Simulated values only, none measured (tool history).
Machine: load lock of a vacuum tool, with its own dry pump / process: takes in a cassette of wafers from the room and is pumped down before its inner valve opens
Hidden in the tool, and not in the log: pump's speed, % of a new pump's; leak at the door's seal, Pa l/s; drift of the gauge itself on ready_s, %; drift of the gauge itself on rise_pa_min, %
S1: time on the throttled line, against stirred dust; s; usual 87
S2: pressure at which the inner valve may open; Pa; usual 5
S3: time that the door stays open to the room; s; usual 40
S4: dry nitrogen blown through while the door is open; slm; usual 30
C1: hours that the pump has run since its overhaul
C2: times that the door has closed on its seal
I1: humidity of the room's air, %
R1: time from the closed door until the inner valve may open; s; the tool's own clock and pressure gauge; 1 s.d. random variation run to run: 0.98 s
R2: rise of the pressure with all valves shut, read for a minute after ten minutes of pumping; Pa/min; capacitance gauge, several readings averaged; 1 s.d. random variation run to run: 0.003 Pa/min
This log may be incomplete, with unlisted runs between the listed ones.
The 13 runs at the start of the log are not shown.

run	day	S1	S2	S3	S4	C1	C2	I1	R1	R2
14	63.592	49	5	40	30	429	18648	48.1	124.7	0.026
15	69.833	49	5	40	30	579	19033	40.6	122.6	0.019
16	75.475	49	5	40	30	715	19382	41.3	122.8	0.015
17	80.054	49	5	40	30	824	19665	43	123.1	0.014
18	83.125	87	5	40	30	898	19855	44.4	158.5	0.017
19	88.85	87	5	40	30	1036	20209	46.3	155.7	0.019
20	93.908	51	6	38	10	1157	20522	43.1	122.5	0.022
21	99.388	72	5	40	18	1288	20860	47.4	142.7	0.022
22	104.121	72	5	40	18	1402	21153	45.9	143.5	0.026
23	109.883	54	5	87	15	1540	21509	46.9	127.6	0.033

Run 24, settings as shown, results not yet in. Your forecast:
24	115.346	87	7	34	30	1671	21846	42	?	?

R1: 153 s
R2: 0.019 Pa/min
With the hidden condition absent and the run-to-run variation left alone, this run would have shown R1 153 s, R2 0.018 Pa/min.
